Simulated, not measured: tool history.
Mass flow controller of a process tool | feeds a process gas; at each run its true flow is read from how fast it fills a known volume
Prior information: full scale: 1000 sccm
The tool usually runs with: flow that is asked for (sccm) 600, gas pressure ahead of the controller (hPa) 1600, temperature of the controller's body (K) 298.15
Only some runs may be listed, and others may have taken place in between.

run    hour  flow that is asked for (sccm)  gas pressure ahead of the controller (hPa)  temperature of the controller's body (K)  true flow (%)
  1     0.0                            600                                        1600                                    298.15         100.58
  2    61.3                            153                                        1600                                    298.15         101.21
  3    98.9                            153                                        1600                                    298.15         101.32
  4   164.7                            153                                        1600                                    298.15         101.32
  5   215.7                            153                                        1600                                    298.15         101.30
  6   261.5                            143                                        1600                                    298.15         101.50
  7   299.9                            143                                        1600                                    298.15         101.69
  8   373.5                            143                                        1600                                    298.15         101.60
  9   445.8                            143                                        1600                                    298.15         101.73
 10   501.5                            259                                        1600                                    298.15         100.98
 11   554.4                            259                                        1600                                    298.15         100.88
 12   593.5                            600                                        2100                                    298.15         100.33
 13   650.0                            600                                        2100                                    298.15         100.38
 14   719.6                            600                                        2350                                    298.15         100.33
 15   798.9                            600                                        2350                                    298.15         100.33
 16   849.1                            600                                        2350                                    298.15         100.31
 17   942.6                            600                                        2350                                    298.15         100.34
 18  1014.0                            614                                        1900                                    298.15         100.73
 19  1101.0                            600                                        2020                                    298.15         100.65
 20  1160.2                            276                                        2010                                    300.15         100.76
 21  1223.7                            276                                        2010                                    300.15         100.80
 22  1286.6                            314                                        2010                                    300.15         100.82
 23  1358.7                            600                                        2340                                    306.15          99.48
 24  1410.0                            600                                        2340                                    306.15          99.56
 25  1452.0                            600                                        2340                                    306.15          99.56
 26  1491.4                            600                                        2340                                    306.15          99.56
 27  1534.1                            600                                        2350                                    298.15         100.46
 28  1576.9                            965                                        1550                                    298.15         101.22
 29  1667.6                            965                                        1550                                    298.15         101.15
 30  1720.3                            965                                        1550                                    298.15         101.18

What will run 31 give?
 31  1766.6                            965                                        1550                                    298.15              ?

true flow (%): 101.34
Without the tool's hidden state the same run would have given true flow (%) 100.37.
